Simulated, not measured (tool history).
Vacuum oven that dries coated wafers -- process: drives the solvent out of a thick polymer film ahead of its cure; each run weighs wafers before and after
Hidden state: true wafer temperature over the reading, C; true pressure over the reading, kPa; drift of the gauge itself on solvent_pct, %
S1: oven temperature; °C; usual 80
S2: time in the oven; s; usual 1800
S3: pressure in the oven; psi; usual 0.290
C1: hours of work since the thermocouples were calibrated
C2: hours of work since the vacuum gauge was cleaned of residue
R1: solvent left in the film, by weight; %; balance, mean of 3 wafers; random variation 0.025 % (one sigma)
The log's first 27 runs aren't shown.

{"run": 28, "hour": 1145.3, "S1": 83, "S2": 1800, "S3": 0.36, "C1": 514, "C2": 156, "R1": 5.36}
{"run": 29, "hour": 1198.6, "S1": 80, "S2": 2160, "S3": 0.801, "C1": 556, "C2": 197, "R1": 10.48}
{"run": 30, "hour": 1245.5, "S1": 88, "S2": 1800, "S3": 0.29, "C1": 592, "C2": 234, "R1": 3.56}
{"run": 31, "hour": 1286.8, "S1": 77, "S2": 2520, "S3": 0.264, "C1": 624, "C2": 266, "R1": 5.31}
{"run": 32, "hour": 1319.4, "S1": 70, "S2": 1500, "S3": 0.621, "C1": 649, "C2": 291, "R1": 12.13}
{"run": 33, "hour": 1354.8, "S1": 82, "S2": 1140, "S3": 0.187, "C1": 677, "C2": 318, "R1": 5.35}
{"run": 34, "hour": 1409.9, "S1": 93, "S2": 1740, "S3": 0.155, "C1": 719, "C2": 361, "R1": 1.77}
{"run": 35, "hour": 1447.5, "S1": 80, "S2": 1800, "S3": 0.909, "C1": 749, "C2": 390, "R1": 11.55}
{"run": 36, "hour": 1501.8, "S1": 80, "S2": 1800, "S3": 0.555, "C1": 791, "C2": 432, "R1": 8.18}
{"run": 37, "hour": 1538.0, "S1": 84, "S2": 1920, "S3": 0.2, "C1": 819, "C2": 460, "R1": 3.53}
{"run": 38, "hour": 1587.3, "S1": 84, "S2": 1920, "S3": 0.2, "C1": 857, "C2": 499, "R1": 3.55}
{"run": 39, "hour": 1610.7, "S1": 83, "S2": 2580, "S3": 1.089, "C1": 875, "C2": 517, "R1": 12.07}
{"run": 40, "hour": 1642.7, "S1": 83, "S2": 2580, "S3": 1.089, "C1": 900, "C2": 542, "R1": 12.03}

For run 41, what comes out?
{"run": 41, "hour": 1674.3, "S1": 83, "S2": 2580, "S3": 1.089, "C1": 924, "C2": 566, "R1": "?"}

R1: 12.04 %
The same run, on a tool lacking any hidden state, would have yielded R1 12.23 %.
